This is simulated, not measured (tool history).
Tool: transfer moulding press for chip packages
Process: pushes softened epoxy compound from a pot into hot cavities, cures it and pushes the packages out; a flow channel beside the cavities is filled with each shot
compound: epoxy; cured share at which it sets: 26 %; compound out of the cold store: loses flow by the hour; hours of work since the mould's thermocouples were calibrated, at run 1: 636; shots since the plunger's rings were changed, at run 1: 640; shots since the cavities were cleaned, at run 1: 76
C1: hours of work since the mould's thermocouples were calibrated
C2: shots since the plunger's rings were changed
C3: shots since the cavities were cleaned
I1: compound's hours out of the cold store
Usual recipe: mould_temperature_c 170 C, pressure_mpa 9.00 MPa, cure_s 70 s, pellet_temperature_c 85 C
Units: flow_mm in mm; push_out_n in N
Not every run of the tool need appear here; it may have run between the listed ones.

run 1 hour=0.0 | mould_temperature_c=170 pressure_mpa=9.00 cure_s=70 pellet_temperature_c=85 | C1=636 C2=640 C3=76 | I1=27.3 | flow_mm=782 push_out_n=284
-- hour=38.8 cavities cleaned with cleaning compound and waxed
run 2 hour=51.1 | mould_temperature_c=170 pressure_mpa=9.00 cure_s=70 pellet_temperature_c=85 | C1=671 C2=1546 C3=224 | I1=21.4 | flow_mm=813 push_out_n=285
-- hour=85.4 cavities cleaned with cleaning compound and waxed
run 3 hour=107.0 | mould_temperature_c=170 pressure_mpa=9.00 cure_s=70 pellet_temperature_c=85 | C1=708 C2=2539 C3=395 | I1=43.3 | flow_mm=719 push_out_n=274
-- hour=132.6 cavities cleaned with cleaning compound and waxed
-- hour=152.6 plunger's sealing rings changed
run 4 hour=157.9 | mould_temperature_c=170 pressure_mpa=9.00 cure_s=86 pellet_temperature_c=85 | C1=741 C2=96 C3=416 | I1=23.2 | flow_mm=802 push_out_n=247
-- hour=182.6 cavities cleaned with cleaning compound and waxed
-- hour=195.0 mould's thermocouples calibrated
-- hour=228.8 cavities cleaned with cleaning compound and waxed
run 5 hour=228.8 | mould_temperature_c=170 pressure_mpa=9.14 cure_s=70 pellet_temperature_c=85 | C1=22 C2=1300 C3=0 | I1=39.9 | flow_mm=735 push_out_n=266
-- hour=271.5 cavities cleaned with cleaning compound and waxed
run 6 hour=285.4 | mould_temperature_c=170 pressure_mpa=9.00 cure_s=60 pellet_temperature_c=85 | C1=60 C2=2306 C3=254 | I1=29.6 | flow_mm=774 push_out_n=353
-- hour=314.9 cavities cleaned with cleaning compound and waxed
-- hour=342.5 plunger's sealing rings changed
run 7 hour=345.6 | mould_temperature_c=170 pressure_mpa=9.00 cure_s=60 pellet_temperature_c=85 | C1=99 C2=57 C3=516 | I1=14.3 | flow_mm=848 push_out_n=373
-- hour=361.5 cavities cleaned with cleaning compound and waxed
run 8 hour=381.8 | mould_temperature_c=170 pressure_mpa=9.00 cure_s=60 pellet_temperature_c=85 | C1=123 C2=690 C3=370 | I1=29.1 | flow_mm=775 push_out_n=362
-- hour=410.2 cavities cleaned with cleaning compound and waxed
run 9 hour=424.8 | mould_temperature_c=170 pressure_mpa=9.00 cure_s=60 pellet_temperature_c=85 | C1=152 C2=1449 C3=267 | I1=36.7 | flow_mm=742 push_out_n=348
-- hour=457.2 cavities cleaned with cleaning compound and waxed
run 10 hour=460.4 | mould_temperature_c=170 pressure_mpa=9.00 cure_s=60 pellet_temperature_c=85 | C1=176 C2=2071 C3=58 | I1=16.3 | flow_mm=835 push_out_n=380
-- hour=501.8 cavities cleaned with cleaning compound and waxed
run 11 hour=511.9 | mould_temperature_c=170 pressure_mpa=7.79 cure_s=55 pellet_temperature_c=85 | C1=210 C2=2985 C3=185 | I1=35.4 | flow_mm=694 push_out_n=433
-- hour=533.0 plunger's sealing rings changed
-- hour=547.5 cavities cleaned with cleaning compound and waxed
run 12 hour=550.9 | mould_temperature_c=170 pressure_mpa=7.79 cure_s=55 pellet_temperature_c=85 | C1=235 C2=299 C3=62 | I1=30.0 | flow_mm=716 push_out_n=438

Estimate the outcome of run 13 from the log above:
-- hour=590.8 cavities cleaned with cleaning compound and waxed
run 13 hour=590.8 | mould_temperature_c=170 pressure_mpa=7.79 cure_s=55 pellet_temperature_c=85 | C1=261 C2=1002 C3=0 | I1=39.9 | flow_mm=? push_out_n=?

flow_mm: 679 mm
push_out_n: 393 N
With the hidden condition absent and the run-to-run variation left alone, this run would have shown flow_mm 679 mm, push_out_n 393 N.
